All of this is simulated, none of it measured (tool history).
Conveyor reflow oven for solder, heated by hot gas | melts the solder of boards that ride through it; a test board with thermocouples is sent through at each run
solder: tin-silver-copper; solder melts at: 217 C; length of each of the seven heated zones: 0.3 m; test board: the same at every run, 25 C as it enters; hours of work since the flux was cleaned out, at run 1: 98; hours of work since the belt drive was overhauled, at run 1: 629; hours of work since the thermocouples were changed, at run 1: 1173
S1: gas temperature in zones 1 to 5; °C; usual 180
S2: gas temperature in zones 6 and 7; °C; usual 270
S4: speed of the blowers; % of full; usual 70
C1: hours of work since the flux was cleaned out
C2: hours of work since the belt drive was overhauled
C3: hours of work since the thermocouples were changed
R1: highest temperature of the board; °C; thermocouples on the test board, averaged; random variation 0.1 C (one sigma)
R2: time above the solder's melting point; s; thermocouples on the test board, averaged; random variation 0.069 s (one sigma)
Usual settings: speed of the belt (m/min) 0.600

Run 1, hour 0.0: usual settings; C1 98; C2 629; C3 1173. Result: R1 254.3 °C, R2 47.61 s.
Run 2, hour 66.2: usual settings; C1 138; C2 669; C3 1213. Result: R1 254.2 °C, R2 47.37 s.
At hour 99.0: flux residue cleaned out of gas plates and filters.
Run 3, hour 107.0: usual settings; C1 5; C2 691; C3 1234. Result: R1 255.2 °C, R2 48.08 s.
Run 4, hour 174.8: usual settings but S4 60 % of full; C1 46; C2 732; C3 1276. Result: R1 251.5 °C, R2 45.38 s.
Run 5, hour 240.9: usual settings but S4 64 % of full; C1 86; C2 772; C3 1316. Result: R1 252.8 °C, R2 46.51 s.
Run 6, hour 278.4: usual settings but S4 52 % of full; C1 109; C2 795; C3 1338. Result: R1 247.8 °C, R2 42.18 s.
Run 7, hour 332.9: usual settings; C1 142; C2 828; C3 1371. Result: R1 254.4 °C, R2 47.65 s.
At hour 359.5: flux residue cleaned out of gas plates and filters.
At hour 388.0: thermocouples of zones 6 and 7 changed.
Run 8, hour 392.0: usual settings but speed of the belt (m/min) 0.587; C1 18; C2 859; C3 2. Result: R1 253.8 °C, R2 48.77 s.
Run 9, hour 422.6: usual settings but speed of the belt (m/min) 0.587; C1 37; C2 878; C3 21. Result: R1 253.8 °C, R2 48.59 s.
Run 10, hour 464.1: usual settings but S4 71 % of full; C1 62; C2 903; C3 46. Result: R1 253.2 °C, R2 47.21 s.
Run 11, hour 507.7: usual settings; C1 88; C2 929; C3 72. Result: R1 252.8 °C, R2 46.75 s.
Run 12, hour 541.7: usual settings but S1 168 °C; C1 109; C2 950; C3 93. Result: R1 250.3 °C, R2 42.02 s.
At hour 559.0: belt drive overhauled, speed set with a stopwatch.
Run 13, hour 587.9: usual settings but S1 168 °C; C1 135; C2 18; C3 119. Result: R1 249.8 °C, R2 41.38 s.
At hour 624.0: flux residue cleaned out of gas plates and filters.
Run 14, hour 645.6: usual settings; C1 13; C2 49; C3 150. Result: R1 253.1 °C, R2 46.70 s.
Run 15, hour 708.6: usual settings but S2 264 °C; C1 51; C2 87; C3 189. Result: R1 247.9 °C, R2 43.77 s.
Run 16, hour 766.1: usual settings but S2 264 °C; C1 86; C2 122; C3 223. Result: R1 247.6 °C, R2 43.65 s.
Run 17, hour 808.5: usual settings but S2 264 °C; C1 112; C2 148; C3 249. Result: R1 247.7 °C, R2 43.47 s.
Run 18, hour 856.4: usual settings but S1 179 °C, S2 282 °C, speed of the belt (m/min) 0.535, S4 55 % of full; C1 141; C2 177; C3 278. Result: R1 261.0 °C, R2 56.18 s.
At hour 883.0: flux residue cleaned out of gas plates and filters.
Run 19, hour 893.5: usual settings but S1 179 °C, S2 269 °C, speed of the belt (m/min) 0.711, S4 72 % of full; C1 6; C2 196; C3 297. Result: R1 247.0 °C, R2 35.21 s.
Run 20, hour 933.8: usual settings but S1 179 °C, S2 269 °C, speed of the belt (m/min) 0.711, S4 72 % of full; C1 31; C2 221; C3 322. Result: R1 247.1 °C, R2 35.07 s.
Run 21, hour 963.6: usual settings but speed of the belt (m/min) 0.563; C1 49; C2 239; C3 340. Result: R1 255.0 °C, R2 51.31 s.
Run 22, hour 993.8: usual settings but S2 275 °C, speed of the belt (m/min) 0.636; C1 67; C2 257; C3 358. Result: R1 255.2 °C, R2 44.79 s.
Run 23, hour 1053.1: usual settings but S2 275 °C, speed of the belt (m/min) 0.636; C1 103; C2 293; C3 394. Result: R1 254.8 °C, R2 44.64 s.
Run 24, hour 1097.6: usual settings but S1 178 °C, S2 272 °C, speed of the belt (m/min) 0.594; C1 130; C2 320; C3 421. Result: R1 254.3 °C, R2 47.13 s.
Run 25, hour 1130.6: usual settings but S1 178 °C, S2 272 °C, speed of the belt (m/min) 0.594; C1 150; C2 340; C3 441. Result: R1 254.1 °C, R2 47.15 s.
At hour 1141.6: flux residue cleaned out of gas plates and filters.
Run 26, hour 1174.6: usual settings but S1 169 °C, S4 56 % of full; C1 20; C2 363; C3 465. Result: R1 245.9 °C, R2 38.25 s.

The next listed run, before its measurement:
Run 27, hour 1241.1: usual settings but S1 169 °C, S4 56 % of full; C1 60; C2 404; C3 505. Result: R1 ?, R2 ?.

R1: 245.8 °C
R2: 37.91 s
Without the tool's hidden state the same run would have given R1 245.9 °C, R2 37.88 s.
